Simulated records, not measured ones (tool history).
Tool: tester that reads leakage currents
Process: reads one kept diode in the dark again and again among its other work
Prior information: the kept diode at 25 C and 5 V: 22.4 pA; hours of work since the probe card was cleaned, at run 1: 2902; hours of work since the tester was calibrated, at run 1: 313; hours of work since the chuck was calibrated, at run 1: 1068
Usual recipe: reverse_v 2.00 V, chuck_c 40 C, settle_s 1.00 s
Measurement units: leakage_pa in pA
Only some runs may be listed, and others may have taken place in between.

run,hour,reverse_v,chuck_c,settle_s,hours of work since the probe card was cleaned,hours of work since the tester was calibrated,hours of work since the chuck was calibrated,leakage_pa
1,0.0,2.00,40,1.00,2902,313,1068,52.85
2,21.7,2.00,40,1.00,2912,323,1078,52.89
3,61.5,2.00,40,1.00,2930,341,1096,53.01
4,79.3,2.00,40,2.66,2939,349,1105,53.34
5,116.9,2.00,40,2.66,2956,367,1122,53.03
6,142.1,2.00,27,1.00,2968,379,1134,20.46
7,178.7,2.00,27,1.00,2985,395,1151,20.74
8,199.8,2.00,40,1.00,2995,405,1161,53.38
9,224.5,2.00,40,1.00,3006,417,1172,53.45
10,245.8,2.00,40,1.00,3016,427,1182,53.60
# hour 249.8: tester calibrated
11,275.7,2.00,40,1.00,3029,12,1195,53.50
12,306.8,10.45,58,1.17,3043,26,1209,488.08
13,333.8,7.24,40,0.53,3056,39,1222,114.65
14,359.6,2.00,23,1.00,3068,51,1234,15.59
15,392.9,5.21,31,6.64,3083,66,1249,49.77
16,420.4,2.00,40,1.94,3096,79,1262,53.65
# hour 460.8: tester calibrated, once more
17,464.1,2.00,40,1.94,3115,2,1281,53.62
18,483.4,3.08,40,0.68,3124,10,1290,69.19

What does the tool deliver on the next run?
19,511.1,5.46,40,1.00,3137,23,1303,?

For run 19 the tool returned leakage_pa 97.16 pA.
If the tool had no hidden condition, the same run with the same run-to-run variation would have returned leakage_pa 81.13 pA.

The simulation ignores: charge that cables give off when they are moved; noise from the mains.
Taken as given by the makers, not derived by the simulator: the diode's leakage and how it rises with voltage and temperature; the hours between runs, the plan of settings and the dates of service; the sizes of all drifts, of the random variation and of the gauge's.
